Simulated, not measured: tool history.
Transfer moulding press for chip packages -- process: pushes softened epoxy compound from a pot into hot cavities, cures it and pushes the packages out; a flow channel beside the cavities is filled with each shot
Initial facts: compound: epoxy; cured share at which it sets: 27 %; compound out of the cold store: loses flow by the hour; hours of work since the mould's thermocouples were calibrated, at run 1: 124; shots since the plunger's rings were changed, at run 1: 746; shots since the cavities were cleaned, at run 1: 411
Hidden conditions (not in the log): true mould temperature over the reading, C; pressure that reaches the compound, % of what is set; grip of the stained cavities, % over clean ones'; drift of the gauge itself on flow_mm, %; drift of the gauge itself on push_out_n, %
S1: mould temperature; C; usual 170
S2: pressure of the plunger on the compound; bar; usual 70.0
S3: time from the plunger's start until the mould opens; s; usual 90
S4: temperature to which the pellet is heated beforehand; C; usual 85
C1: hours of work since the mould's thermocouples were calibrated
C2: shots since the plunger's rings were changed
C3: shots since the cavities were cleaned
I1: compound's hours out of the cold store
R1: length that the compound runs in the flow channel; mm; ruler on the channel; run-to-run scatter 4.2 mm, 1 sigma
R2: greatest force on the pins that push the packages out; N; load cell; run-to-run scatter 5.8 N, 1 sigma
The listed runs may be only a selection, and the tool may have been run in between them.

run,hour,S1,S2,S3,S4,C1,C2,C3,I1,R1,R2
1,0.0,170,70.0,90,85,124,746,411,34.3,746,319
2,12.8,170,70.0,85,85,132,900,565,13.3,804,392
3,20.2,170,70.0,85,85,136,989,654,13.7,812,404
4,28.7,170,70.0,90,85,141,1092,757,25.4,765,349
5,42.5,170,70.0,90,93,150,1258,923,47.9,699,358
# hour 44.8: cavities cleaned with cleaning compound and waxed
6,57.8,170,70.0,90,93,158,1425,157,25.7,760,247
7,66.9,170,70.0,90,93,163,1534,266,44.8,698,264
8,74.4,170,85.7,90,93,168,1625,357,19.8,858,305
9,84.9,170,85.7,90,93,174,1751,483,44.1,777,313
10,92.6,170,85.7,90,93,179,1844,576,9.9,901,337
11,104.9,170,85.7,90,93,186,1991,723,35.5,803,332
12,114.9,170,85.7,90,93,192,2112,844,14.2,874,367
# hour 123.5: cavities cleaned with cleaning compound and waxed
13,125.1,170,85.7,90,93,198,2217,19,26.6,839,219
14,132.3,170,77.8,90,85,202,2304,106,42.8,742,250

For run 15, what comes out?
15,141.4,170,70.0,90,87,208,2413,215,17.3,?,?

{"run 15": {"R1": 782, "R2": 279}}
Were there no unlogged condition in the tool, this run, its random variation unchanged, would have produced R1 798 mm, R2 215 N.
